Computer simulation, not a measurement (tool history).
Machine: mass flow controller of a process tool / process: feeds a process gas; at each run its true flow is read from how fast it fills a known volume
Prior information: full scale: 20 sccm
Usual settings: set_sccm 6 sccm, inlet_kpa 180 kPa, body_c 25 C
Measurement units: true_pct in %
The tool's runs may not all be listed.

run 1 day=0.000 | set_sccm=6 inlet_kpa=180 body_c=25 | true_pct=97.95
run 2 day=5.975 | set_sccm=3 inlet_kpa=180 body_c=25 | true_pct=97.37
run 3 day=13.412 | set_sccm=6 inlet_kpa=267 body_c=25 | true_pct=98.61
run 4 day=24.179 | set_sccm=6 inlet_kpa=165 body_c=25 | true_pct=97.89
run 5 day=38.104 | set_sccm=6 inlet_kpa=180 body_c=33 | true_pct=98.75
run 6 day=49.854 | set_sccm=6 inlet_kpa=180 body_c=25 | true_pct=98.11
run 7 day=61.725 | set_sccm=6 inlet_kpa=173 body_c=25 | true_pct=98.06
run 8 day=75.883 | set_sccm=6 inlet_kpa=173 body_c=25 | true_pct=98.24
run 9 day=86.525 | set_sccm=6 inlet_kpa=173 body_c=25 | true_pct=98.31
run 10 day=99.229 | set_sccm=6 inlet_kpa=173 body_c=25 | true_pct=98.26
run 11 day=106.283 | set_sccm=6 inlet_kpa=173 body_c=25 | true_pct=98.41
run 12 day=114.588 | set_sccm=6 inlet_kpa=180 body_c=25 | true_pct=98.51
run 13 day=121.988 | set_sccm=6 inlet_kpa=180 body_c=25 | true_pct=98.47
run 14 day=128.162 | set_sccm=6 inlet_kpa=180 body_c=25 | true_pct=98.58
run 15 day=137.421 | set_sccm=15 inlet_kpa=180 body_c=25 | true_pct=99.96
run 16 day=150.629 | set_sccm=15 inlet_kpa=180 body_c=25 | true_pct=100.05
run 17 day=164.692 | set_sccm=15 inlet_kpa=180 body_c=25 | true_pct=100.04
run 18 day=170.979 | set_sccm=15 inlet_kpa=180 body_c=25 | true_pct=100.08
run 19 day=179.642 | set_sccm=6 inlet_kpa=180 body_c=25 | true_pct=98.73
run 20 day=187.638 | set_sccm=6 inlet_kpa=211 body_c=33 | true_pct=99.94
run 21 day=199.146 | set_sccm=2 inlet_kpa=228 body_c=33 | true_pct=99.56
run 22 day=205.108 | set_sccm=2 inlet_kpa=228 body_c=33 | true_pct=99.68
run 23 day=212.454 | set_sccm=2 inlet_kpa=228 body_c=33 | true_pct=99.50
run 24 day=223.575 | set_sccm=2 inlet_kpa=218 body_c=24 | true_pct=98.63
-- day=233.367 controller's zero set anew
run 25 day=234.192 | set_sccm=2 inlet_kpa=218 body_c=24 | true_pct=98.79
run 26 day=242.271 | set_sccm=16 inlet_kpa=155 body_c=34 | true_pct=101.32
run 27 day=251.229 | set_sccm=16 inlet_kpa=155 body_c=34 | true_pct=101.35
run 28 day=260.371 | set_sccm=16 inlet_kpa=262 body_c=34 | true_pct=102.31
run 29 day=272.483 | set_sccm=9 inlet_kpa=163 body_c=34 | true_pct=100.56
run 30 day=287.221 | set_sccm=8 inlet_kpa=160 body_c=25 | true_pct=99.68
run 31 day=293.212 | set_sccm=6 inlet_kpa=180 body_c=28 | true_pct=99.81
run 32 day=302.146 | set_sccm=6 inlet_kpa=180 body_c=28 | true_pct=99.79
run 33 day=313.796 | set_sccm=6 inlet_kpa=180 body_c=28 | true_pct=100.04
run 34 day=322.450 | set_sccm=6 inlet_kpa=168 body_c=38 | true_pct=100.98
-- day=323.729 gauge calibrated
run 35 day=337.179 | set_sccm=13 inlet_kpa=266 body_c=37 | true_pct=100.82
run 36 day=343.162 | set_sccm=13 inlet_kpa=157 body_c=22 | true_pct=98.41
run 37 day=354.204 | set_sccm=7 inlet_kpa=238 body_c=30 | true_pct=99.04

5 options for the next run, each taken on its own from the tool as it stands now. Forecast them:
run A day=367.308 | set_sccm=6 inlet_kpa=180 body_c=21 | true_pct=?
run B day=367.308 | set_sccm=3 inlet_kpa=241 body_c=29 | true_pct=?
run C day=367.308 | set_sccm=13 inlet_kpa=198 body_c=21 | true_pct=?
run D day=367.308 | set_sccm=7 inlet_kpa=225 body_c=30 | true_pct=?
run E day=367.308 | set_sccm=2 inlet_kpa=170 body_c=23 | true_pct=?

run=A true_pct=97.62
run=B true_pct=98.60
run=C true_pct=98.75
run=D true_pct=99.01
run=E true_pct=97.28
Take away the tool's hidden state, keep each run's random variation, and the runs would have read:
run=A true_pct=97.37
run=B true_pct=98.36
run=C true_pct=98.50
run=D true_pct=98.76
run=E true_pct=97.04
